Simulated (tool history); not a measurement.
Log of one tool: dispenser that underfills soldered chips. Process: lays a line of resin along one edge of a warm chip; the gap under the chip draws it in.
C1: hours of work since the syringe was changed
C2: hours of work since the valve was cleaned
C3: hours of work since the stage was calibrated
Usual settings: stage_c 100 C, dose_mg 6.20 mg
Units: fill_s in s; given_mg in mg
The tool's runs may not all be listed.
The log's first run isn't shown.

At day 0.062: new syringe of resin.
Run 2, day 0.221: usual settings but dose_mg 6.43 mg; C1 3; C2 74; C3 200. Result: fill_s 41.6 s, given_mg 6.03 mg.
Run 3, day 0.454: usual settings but dose_mg 6.43 mg; C1 7; C2 79; C3 205. Result: fill_s 48.6 s, given_mg 6.07 mg.
At day 0.646: new syringe of resin.
Run 4, day 0.675: usual settings but stage_c 85 C, dose_mg 6.43 mg; C1 1; C2 83; C3 209. Result: fill_s 67.9 s, given_mg 6.03 mg.
Run 5, day 0.912: usual settings but stage_c 85 C, dose_mg 6.43 mg; C1 5; C2 87; C3 213. Result: fill_s 78.7 s, given_mg 5.99 mg.
Run 6, day 1.096: usual settings but stage_c 85 C, dose_mg 6.43 mg; C1 9; C2 91; C3 217. Result: fill_s 89.3 s, given_mg 6.01 mg.
At day 1.229: new syringe of resin.
Run 7, day 1.267: usual settings but dose_mg 5.36 mg; C1 1; C2 94; C3 220. Result: fill_s 41.5 s, given_mg 5.01 mg.
Run 8, day 1.425: usual settings but dose_mg 5.36 mg; C1 4; C2 97; C3 223. Result: fill_s 45.4 s, given_mg 4.98 mg.
Run 9, day 1.583: usual settings but stage_c 110 C; C1 7; C2 100; C3 226. Result: fill_s 35.9 s, given_mg 5.76 mg.
Run 10, day 1.738: usual settings but stage_c 110 C; C1 10; C2 103; C3 229. Result: fill_s 40.0 s, given_mg 5.63 mg.
At day 1.804: new syringe of resin.
Run 11, day 2.017: usual settings but dose_mg 7.06 mg; C1 4; C2 108; C3 234. Result: fill_s 43.2 s, given_mg 6.55 mg.
Run 12, day 2.133: usual settings but dose_mg 7.06 mg; C1 6; C2 110; C3 236. Result: fill_s 47.0 s, given_mg 6.44 mg.
Run 13, day 2.300: usual settings but stage_c 105 C, dose_mg 7.06 mg; C1 10; C2 113; C3 239. Result: fill_s 44.4 s, given_mg 6.45 mg.
At day 2.388: new syringe of resin.
Run 14, day 2.508: usual settings but stage_c 101 C; C1 2; C2 117; C3 243. Result: fill_s 41.9 s, given_mg 5.69 mg.
Run 15, day 2.679: usual settings but stage_c 101 C; C1 6; C2 120; C3 246. Result: fill_s 46.6 s, given_mg 5.68 mg.
Run 16, day 2.854: usual settings but stage_c 87 C; C1 9; C2 124; C3 250. Result: fill_s 83.8 s, given_mg 5.60 mg.
At day 2.958: new syringe of resin.
Run 17, day 3.038: usual settings but stage_c 87 C; C1 2; C2 127; C3 253. Result: fill_s 66.0 s, given_mg 5.62 mg.
Run 18, day 3.200: usual settings but stage_c 87 C; C1 5; C2 130; C3 256. Result: fill_s 73.5 s, given_mg 5.61 mg.
At day 3.308: dispensing valve cleaned and set on the balance.
Run 19, day 3.425: usual settings but stage_c 101 C, dose_mg 5.72 mg; C1 8; C2 2; C3 260. Result: fill_s 50.9 s, given_mg 5.71 mg.
At day 3.583: new syringe of resin.
Run 20, day 3.592: usual settings but stage_c 90 C, dose_mg 6.96 mg; C1 0; C2 5; C3 263. Result: fill_s 54.3 s, given_mg 6.84 mg.
Run 21, day 3.788: usual settings but stage_c 90 C, dose_mg 6.96 mg; C1 4; C2 9; C3 266. Result: fill_s 63.2 s, given_mg 6.85 mg.
Run 22, day 3.983: usual settings but stage_c 104 C; C1 8; C2 13; C3 270. Result: fill_s 44.4 s, given_mg 6.15 mg.
At day 4.162: new syringe of resin.
Run 23, day 4.254: usual settings but stage_c 105 C, dose_mg 7.49 mg; C1 2; C2 18; C3 275. Result: fill_s 35.8 s, given_mg 7.37 mg.
Run 24, day 4.471: usual settings but stage_c 105 C, dose_mg 7.36 mg; C1 6; C2 22; C3 279. Result: fill_s 40.5 s, given_mg 7.27 mg.
Run 25, day 4.629: usual settings but stage_c 96 C, dose_mg 6.47 mg; C1 9; C2 25; C3 282. Result: fill_s 60.6 s, given_mg 6.40 mg.

The next listed run, before its measurement:
At day 4.729: new syringe of resin.
Run 26, day 4.800: usual settings but stage_c 106 C, dose_mg 5.83 mg; C1 1; C2 28; C3 285. Result: fill_s ?, given_mg ?.

fill_s: 34.6 s
given_mg: 5.75 mg
Without the tool's hidden state the same run would have given fill_s 31.3 s, given_mg 5.87 mg.
